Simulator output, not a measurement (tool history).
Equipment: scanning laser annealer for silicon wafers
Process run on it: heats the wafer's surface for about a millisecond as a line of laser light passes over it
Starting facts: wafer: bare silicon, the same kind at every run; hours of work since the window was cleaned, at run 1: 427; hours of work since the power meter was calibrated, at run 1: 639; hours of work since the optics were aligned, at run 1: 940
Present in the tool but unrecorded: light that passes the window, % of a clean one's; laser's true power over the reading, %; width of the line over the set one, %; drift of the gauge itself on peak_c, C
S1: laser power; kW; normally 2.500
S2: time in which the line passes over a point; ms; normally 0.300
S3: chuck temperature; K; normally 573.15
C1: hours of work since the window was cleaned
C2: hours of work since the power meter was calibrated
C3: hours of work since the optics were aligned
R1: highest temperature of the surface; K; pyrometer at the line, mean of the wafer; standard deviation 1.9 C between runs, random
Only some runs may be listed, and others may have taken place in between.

run    hour     S1     S2      S3   C1    C2    C3       R1
  1     0.0  2.500  0.300  573.15  427   639   940  1388.15
  2    93.8  2.737  0.300  573.15  495   706  1008  1487.15
  3   166.4  2.737  0.300  573.15  547   759  1060  1489.15
  4   258.8  2.737  0.300  573.15  614   825  1127  1490.15
  5   348.6  2.737  0.300  573.15  679   890  1192  1493.15
  6   400.4  2.737  0.300  573.15  716   928  1229  1489.15
  7   446.3  2.737  0.300  573.15  749   961  1263  1489.15
  8   511.8  2.420  0.300  573.15  797  1008  1310  1359.15
      555.5  -- optics aligned, line set to its width
  9   571.2  2.500  0.300  574.15  836  1047    11  1391.15
 10   634.9  2.500  0.300  574.15  882  1093    57  1390.15
      656.7  -- window over the wafer cleaned
 11   727.3  2.500  0.300  574.15   51  1159   123  1394.15
 12   821.5  2.500  0.300  574.15  119  1227   191  1392.15
 13   917.4  2.500  0.300  573.15  188  1296   260  1392.15
 14   978.4  2.500  0.300  573.15  232  1340   304  1392.15
 15  1020.1  2.500  0.300  573.15  262  1370   334  1388.15
 16  1085.4  2.500  0.300  573.15  309  1417   381  1389.15
 17  1147.7  2.500  0.300  573.15  355  1462   426  1390.15
 18  1197.7  2.500  0.300  573.15  391  1498   462  1390.15
 19  1239.4  2.500  0.300  573.15  421  1529   492  1391.15
 20  1308.7  2.500  0.300  573.15  471  1579   542  1393.15
 21  1372.6  2.500  0.300  573.15  517  1625   589  1391.15
 22  1413.1  2.500  0.300  573.15  546  1654   618  1392.15
 23  1511.4  2.161  0.216  574.15  617  1725   689  1157.15
 24  1582.0  2.161  0.216  592.15  668  1776   740  1178.15
 25  1675.9  2.657  0.235  611.15  736  1844   808  1397.15
 26  1722.1  2.657  0.235  611.15  769  1877   841  1397.15
 27  1788.4  2.657  0.342  611.15  817  1925   889  1552.15
 28  1846.7  2.398  0.264  591.15  859  1967   931  1324.15
     1905.0  -- window over the wafer cleaned
 29  1909.0  2.663  0.221  586.15    3  2011   974  1352.15
 30  2004.7  2.500  0.229  559.15   72  2080  1044  1274.15
 31  2056.8  2.263  0.300  573.15  110  2117  1081  1291.15
 32  2118.4  2.603  0.302  573.15  154  2162  1126  1432.15
 33  2176.5  2.642  0.250  549.15  196  2204  1168  1348.15
 34  2230.5  2.642  0.250  549.15  235  2243  1207  1353.15
 35  2307.4  2.199  0.217  549.15  291  2298  1262  1148.15
 36  2397.4  2.199  0.217  549.15  355  2363  1327  1146.15
     2417.3  -- optics aligned, line set to its width
 37  2497.1  2.375  0.296  542.15  424  2432    58  1301.15
 38  2588.6  2.375  0.296  542.15  490  2498   124  1306.15
 39  2631.4  2.349  0.379  569.15  521  2529   155  1412.15

Here are 5 independent what-if runs from the current tool condition. What would each one return?
  A  2678.3  2.479  0.242  584.15  555  2562  188   ?
  B  2678.3  2.144  0.343  545.15  555  2562  188   ?
  C  2678.3  2.685  0.379  591.15  555  2562  188   ?
  D  2678.3  2.349  0.379  537.15  555  2562  188   ?
  E  2678.3  2.650  0.379  534.15  555  2562  188   ?

run       R1
  A  1315.15
  B  1265.15
  C  1590.15
  D  1383.15
  E  1514.15
Take away the tool's hidden state, keep each run's random variation, and the runs would have read:
run       R1
  A  1315.15
  B  1265.15
  C  1590.15
  D  1384.15
  E  1515.15
